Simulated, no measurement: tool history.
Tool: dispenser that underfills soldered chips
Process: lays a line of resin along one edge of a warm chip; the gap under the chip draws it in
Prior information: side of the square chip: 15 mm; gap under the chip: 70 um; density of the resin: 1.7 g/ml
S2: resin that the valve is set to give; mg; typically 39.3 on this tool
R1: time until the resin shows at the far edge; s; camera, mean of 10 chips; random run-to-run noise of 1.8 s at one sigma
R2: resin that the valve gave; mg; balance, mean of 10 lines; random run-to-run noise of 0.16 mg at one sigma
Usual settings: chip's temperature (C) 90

{"run": 1, "hour": 0.0, "chip's temperature (C)": 90, "S2": 39.3, "R1": 239.4, "R2": 38.46}
{"hour": 4.8, "done": "new syringe of resin"}
{"run": 2, "hour": 6.3, "chip's temperature (C)": 90, "S2": 49.5, "R1": 177.5, "R2": 48.15}
{"hour": 16.7, "done": "new syringe of resin"}
{"run": 3, "hour": 16.9, "chip's temperature (C)": 90, "S2": 49.5, "R1": 168.4, "R2": 48.15}
{"run": 4, "hour": 22.0, "chip's temperature (C)": 90, "S2": 49.5, "R1": 215.6, "R2": 48.15}
{"hour": 28.7, "done": "new syringe of resin"}
{"run": 5, "hour": 32.3, "chip's temperature (C)": 90, "S2": 36.9, "R1": 202.9, "R2": 35.66}
{"hour": 40.1, "done": "new syringe of resin"}
{"run": 6, "hour": 42.0, "chip's temperature (C)": 90, "S2": 36.9, "R1": 189.7, "R2": 35.25}
{"hour": 51.9, "done": "new syringe of resin"}
{"run": 7, "hour": 51.9, "chip's temperature (C)": 90, "S2": 39.3, "R1": 164.5, "R2": 37.55}
{"run": 8, "hour": 60.7, "chip's temperature (C)": 90, "S2": 39.3, "R1": 255.9, "R2": 37.22}
{"hour": 63.3, "done": "new syringe of resin"}
{"run": 9, "hour": 66.1, "chip's temperature (C)": 90, "S2": 39.3, "R1": 190.2, "R2": 37.16}
{"hour": 75.0, "done": "new syringe of resin"}
{"run": 10, "hour": 75.0, "chip's temperature (C)": 90, "S2": 47.7, "R1": 164, "R2": 45.09}
{"hour": 76.5, "done": "dispensing valve cleaned and set on the balance"}
{"run": 11, "hour": 82.4, "chip's temperature (C)": 90, "S2": 47.7, "R1": 222.3, "R2": 47.28}
{"hour": 87.4, "done": "new syringe of resin"}
{"run": 12, "hour": 90.7, "chip's temperature (C)": 93, "S2": 39.3, "R1": 179.8, "R2": 39.13}
{"run": 13, "hour": 98.4, "chip's temperature (C)": 90, "S2": 39.3, "R1": 290.4, "R2": 39.09}
{"hour": 99.5, "done": "new syringe of resin"}
{"run": 14, "hour": 108.7, "chip's temperature (C)": 90, "S2": 39.3, "R1": 258.3, "R2": 38.62}
{"hour": 111.4, "done": "new syringe of resin"}
{"run": 15, "hour": 116.4, "chip's temperature (C)": 90, "S2": 39.3, "R1": 212.6, "R2": 38.34}
{"hour": 123.0, "done": "new syringe of resin"}
{"run": 16, "hour": 126.9, "chip's temperature (C)": 90, "S2": 39.3, "R1": 205.6, "R2": 38.22}
{"run": 17, "hour": 132.3, "chip's temperature (C)": 90, "S2": 39.3, "R1": 261.9, "R2": 38.05}
{"hour": 134.4, "done": "new syringe of resin"}
{"run": 18, "hour": 139.9, "chip's temperature (C)": 90, "S2": 43.1, "R1": 213.7, "R2": 41.54}
{"hour": 146.0, "done": "new syringe of resin"}
{"run": 19, "hour": 146.7, "chip's temperature (C)": 88, "S2": 47.9, "R1": 179.6, "R2": 46.06}
{"run": 20, "hour": 151.5, "chip's temperature (C)": 93, "S2": 38.5, "R1": 194.9, "R2": 36.83}
{"hour": 157.7, "done": "new syringe of resin"}
{"run": 21, "hour": 158.2, "chip's temperature (C)": 80, "S2": 46.6, "R1": 245, "R2": 44.61}
{"run": 22, "hour": 167.9, "chip's temperature (C)": 80, "S2": 46.6, "R1": 393.1, "R2": 43.9}
{"hour": 169.8, "done": "new syringe of resin"}
{"run": 23, "hour": 176.7, "chip's temperature (C)": 88, "S2": 39.3, "R1": 244.8, "R2": 37.31}
{"hour": 181.2, "done": "new syringe of resin"}
{"run": 24, "hour": 182.0, "chip's temperature (C)": 105, "S2": 37.9, "R1": 100.5, "R2": 35.77}
{"hour": 191.6, "done": "dispensing valve cleaned and set on the balance"}
{"run": 25, "hour": 191.8, "chip's temperature (C)": 84, "S2": 49.2, "R1": 318.4, "R2": 49.16}
{"hour": 193.9, "done": "new syringe of resin"}
{"run": 26, "hour": 201.0, "chip's temperature (C)": 84, "S2": 49.2, "R1": 287.8, "R2": 49.15}
{"hour": 205.6, "done": "new syringe of resin"}
{"run": 27, "hour": 205.6, "chip's temperature (C)": 88, "S2": 37.3, "R1": 178.1, "R2": 37.25}
{"run": 28, "hour": 212.3, "chip's temperature (C)": 88, "S2": 37.3, "R1": 247.9, "R2": 37.46}
{"hour": 217.7, "done": "new syringe of resin"}
{"run": 29, "hour": 219.3, "chip's temperature (C)": 90, "S2": 35.9, "R1": 178.1, "R2": 35.66}
{"run": 30, "hour": 224.9, "chip's temperature (C)": 77, "S2": 49.2, "R1": 373.6, "R2": 48.21}
{"hour": 229.9, "done": "new syringe of resin"}
{"run": 31, "hour": 235.1, "chip's temperature (C)": 77, "S2": 49.9, "R1": 342.4, "R2": 48.6}
{"hour": 241.9, "done": "new syringe of resin"}
{"run": 32, "hour": 243.6, "chip's temperature (C)": 77, "S2": 49.9, "R1": 289.6, "R2": 48.96}

Run 33 has not been measured yet. What should we expect?
{"run": 33, "hour": 252.3, "chip's temperature (C)": 79, "S2": 41.4, "R1": "?", "R2": "?"}

{"run 33": {"R1": 408.3, "R2": 40.23}}
Minus the tool's unlogged condition, the same run would have read R1 264.1 s, R2 41.54 mg.
